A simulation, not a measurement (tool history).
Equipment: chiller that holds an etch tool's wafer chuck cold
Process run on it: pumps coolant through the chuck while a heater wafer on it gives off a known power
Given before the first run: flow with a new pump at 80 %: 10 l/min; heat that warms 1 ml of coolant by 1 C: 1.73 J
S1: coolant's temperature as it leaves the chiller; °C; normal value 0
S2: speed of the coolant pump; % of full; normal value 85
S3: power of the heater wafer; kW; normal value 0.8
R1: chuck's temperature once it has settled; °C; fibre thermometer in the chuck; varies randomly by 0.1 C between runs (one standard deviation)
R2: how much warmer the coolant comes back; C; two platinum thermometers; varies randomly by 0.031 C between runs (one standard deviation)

| run | hour | S1 | S2 | S3 | R1 | R2 |
|---|---|---|---|---|---|---|
| 1 | 0 | 0 | 85 | 0.8 | 9.3 | 2.69 |
| 2 | 153.5 | 0 | 85 | 0.8 | 9.4 | 2.72 |
| 3 | 375.8 | 0 | 85 | 0.8 | 9.6 | 2.76 |
| 4 | 506.2 | 0 | 85 | 0.8 | 9.6 | 2.72 |
| 5 | 650.7 | 0 | 85 | 0.8 | 9.7 | 2.75 |
| 6 | 803.1 | 0 | 85 | 0.8 | 9.6 | 2.71 |
| 7 | 942.2 | 0 | 85 | 0.8 | 9.7 | 2.78 |
| 8 | 1143.2 | -6 | 85 | 0.8 | 3.8 | 2.79 |
| 9 | 1255.8 | -6 | 85 | 0.8 | 3.7 | 2.82 |
| 10 | 1423.2 | -6 | 85 | 0.8 | 4 | 2.75 |
| 11 | 1581.4 | -6 | 85 | 0.8 | 4.1 | 2.79 |
| 12 | 1776.6 | 0 | 85 | 0.8 | 10.2 | 2.76 |
| 13 | 1988.3 | 0 | 85 | 0.8 | 10.1 | 2.8 |
|  | 2008.9 | chiller's thermometer calibrated |
| 14 | 2208.4 | 0 | 85 | 0.54 | 6.4 | 1.9 |
| 15 | 2320.2 | 0 | 85 | 0.54 | 6.5 | 1.91 |
| 16 | 2489.5 | 0 | 85 | 0.54 | 6.6 | 1.91 |
| 17 | 2690.7 | 0 | 85 | 0.54 | 6.6 | 1.89 |
| 18 | 2789.2 | -3 | 72 | 0.5 | 3.9 | 2.13 |
| 19 | 2970.7 | 0 | 85 | 0.8 | 9.6 | 2.89 |
| 20 | 3079.3 | 7 | 62 | 0.596 | 15.8 | 2.9 |
| 21 | 3279.4 | -1 | 63 | 0.8 | 10.8 | 3.84 |
| 22 | 3424.9 | 3 | 91 | 0.8 | 12.6 | 2.66 |
| 23 | 3594.7 | -5 | 91 | 0.49 | 1.1 | 1.62 |
| 24 | 3748.2 | -5 | 91 | 0.49 | 1.1 | 1.69 |
| 25 | 3959.8 | 0 | 89 | 0.676 | 8.7 | 2.32 |
| 26 | 4101.3 | 0 | 89 | 0.676 | 8.6 | 2.37 |
| 27 | 4229 | 0 | 89 | 0.676 | 8.8 | 2.32 |
| 28 | 4346.7 | 0 | 89 | 0.676 | 8.7 | 2.32 |
|  | 4405.9 | coolant changed, channels flushed |
| 29 | 4454.4 | 0 | 89 | 0.676 | 8 | 2.4 |
| 30 | 4666 | -4 | 80 | 0.461 | 1.9 | 1.83 |
| 31 | 4788 | -4 | 80 | 0.461 | 2 | 1.78 |
| 32 | 4984.5 | -4 | 77 | 0.461 | 2.1 | 1.86 |
| 33 | 5138.5 | -4 | 77 | 0.515 | 2.7 | 2.12 |

Branching from run 33: 3 alternative next runs. What would each branch give?
| A | 5319.7 | 0 | 70 | 0.8 | ? | ? |
| B | 5319.7 | 0 | 85 | 0.652 | ? | ? |
| C | 5319.7 | 5 | 90 | 0.494 | ? | ? |

| run | R1 | R2 |
|---|---|---|
| A | 11.1 | 3.6 |
| B | 8.1 | 2.4 |
| C | 11.2 | 1.72 |
Stripped of hidden state, with their random variation kept, the same runs would have yielded:
| run | R1 | R2 |
|---|---|---|
| A | 9.7 | 3.15 |
| B | 7 | 2.1 |
| C | 10.2 | 1.51 |
